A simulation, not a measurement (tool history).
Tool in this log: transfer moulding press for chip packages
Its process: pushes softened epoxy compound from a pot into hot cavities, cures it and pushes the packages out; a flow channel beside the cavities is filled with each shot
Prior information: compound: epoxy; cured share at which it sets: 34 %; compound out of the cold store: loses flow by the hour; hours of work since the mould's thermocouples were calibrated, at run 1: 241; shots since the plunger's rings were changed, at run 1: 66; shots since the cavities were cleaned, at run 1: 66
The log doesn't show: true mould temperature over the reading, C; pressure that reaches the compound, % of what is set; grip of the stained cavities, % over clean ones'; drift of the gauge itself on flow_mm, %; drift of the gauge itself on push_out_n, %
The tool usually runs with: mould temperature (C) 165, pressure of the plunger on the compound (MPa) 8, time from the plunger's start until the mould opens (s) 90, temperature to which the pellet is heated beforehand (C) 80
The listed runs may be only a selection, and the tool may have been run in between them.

run	hour	mould temperature (C)	pressure of the plunger on the compound (MPa)	time from the plunger's start until the mould opens (s)	temperature to which the pellet is heated beforehand (C)	hours of work since the mould's thermocouples were calibrated	shots since the plunger's rings were changed	shots since the cavities were cleaned	incoming compound's hours out of the cold store	length that the compound runs in the flow channel (mm)	greatest force on the pins that push the packages out (N)
1	0	165	8	90	80	241	66	66	25.2	543	462
# hour 50.2: cavities cleaned with cleaning compound and waxed
2	94.5	165	8	107	80	307	1240	560	33	521	477
# hour 103.1: cavities cleaned with cleaning compound and waxed
# hour 126.6: mould's thermocouples calibrated
# hour 156.5: cavities cleaned with cleaning compound and waxed
3	171.5	165	8	107	80	31	2149	190	24.3	536	414
# hour 207.5: cavities cleaned with cleaning compound and waxed
4	245.7	165	8	92	80	82	3067	483	39.4	496	558
# hour 259.2: cavities cleaned with cleaning compound and waxed
# hour 298: mould's thermocouples calibrated, once more
# hour 316.9: cavities cleaned with cleaning compound and waxed
5	345.1	165	8	90	82	32	4259	357	18.1	538	560
# hour 366.2: cavities cleaned with cleaning compound and waxed
6	412.1	165	8	90	82	79	5086	580	9.7	553	605
# hour 420.1: cavities cleaned with cleaning compound and waxed
# hour 457.9: plunger's sealing rings changed
# hour 474.4: cavities cleaned with cleaning compound and waxed
7	489.8	165	8	90	82	130	384	194	32.3	521	455
# hour 528: cavities cleaned with cleaning compound and waxed
8	548.7	165	8	90	82	171	1109	262	36.9	510	482
# hour 578.5: cavities cleaned with cleaning compound and waxed
9	601.1	165	8	90	80	207	1751	285	40.4	498	520
# hour 632.6: cavities cleaned with cleaning compound and waxed
10	647.2	165	8	110	80	238	2314	184	37.9	500	411
# hour 684: cavities cleaned with cleaning compound and waxed
11	713.4	165	8	110	80	284	3131	371	28.7	517	463
# hour 736.3: cavities cleaned with cleaning compound and waxed
# hour 777.5: mould's thermocouples calibrated
# hour 787.8: cavities cleaned with cleaning compound and waxed
12	787.8	165	8	110	80	6	4008	0	10.8	551	348
# hour 841.5: cavities cleaned with cleaning compound and waxed
13	850.8	171	6.28	75	71	50	4784	118	22.3	453	502
# hour 893.8: cavities cleaned with cleaning compound and waxed
# hour 918.3: plunger's sealing rings changed
14	919.7	165	9.36	128	77	96	17	295	20	600	414
# hour 949.5: cavities cleaned with cleaning compound and waxed
15	996.3	165	6.85	96	77	149	965	591	38.3	470	532
# hour 1006.6: cavities cleaned with cleaning compound and waxed
16	1042.8	165	7.08	90	80	181	1534	458	12.4	534	595
# hour 1063.8: cavities cleaned with cleaning compound and waxed
# hour 1115.9: cavities cleaned with cleaning compound and waxed
17	1118	166	8.35	90	80	232	2445	26	26.9	537	392
# hour 1170.1: cavities cleaned with cleaning compound and waxed
18	1214.5	166	8.35	90	80	300	3645	561	12.5	563	579
# hour 1220.5: cavities cleaned with cleaning compound and waxed
# hour 1258.3: mould's thermocouples calibrated
# hour 1276.3: cavities cleaned with cleaning compound and waxed
19	1293.6	164	7.14	90	80	24	4580	219	16.1	512	523
# hour 1326.7: cavities cleaned with cleaning compound and waxed
20	1366.3	164	7.14	90	80	74	5479	500	27.4	483	610
# hour 1376.9: plunger's sealing rings changed
# hour 1382.9: cavities cleaned with cleaning compound and waxed
21	1411.5	160	8	90	80	104	418	360	41.6	515	716
# hour 1438.2: cavities cleaned with cleaning compound and waxed
22	1464.1	160	8	90	80	140	1063	327	28.4	542	718
# hour 1489.7: cavities cleaned with cleaning compound and waxed
23	1510.8	160	6.58	108	81	172	1633	265	8.2	534	507
# hour 1543.9: cavities cleaned with cleaning compound and waxed
# hour 1595.7: cavities cleaned with cleaning compound and waxed
24	1601.9	160	7.71	108	72	234	2746	78	21	543	446

Run by run, hidden condition taken away, random variation retained:
run	length that the compound runs in the flow channel (mm)	greatest force on the pins that push the packages out (N)
1	543	421
2	527	326
3	546	342
4	510	392
5	563	422
6	583	424
7	524	384
8	517	396
9	508	411
10	513	337
11	534	348
12	575	348
13	477	446
14	600	325
15	474	365
16	542	418
17	549	371
18	583	401
19	536	430
20	510	432
21	517	531
22	547	550
23	543	403
24	557	404
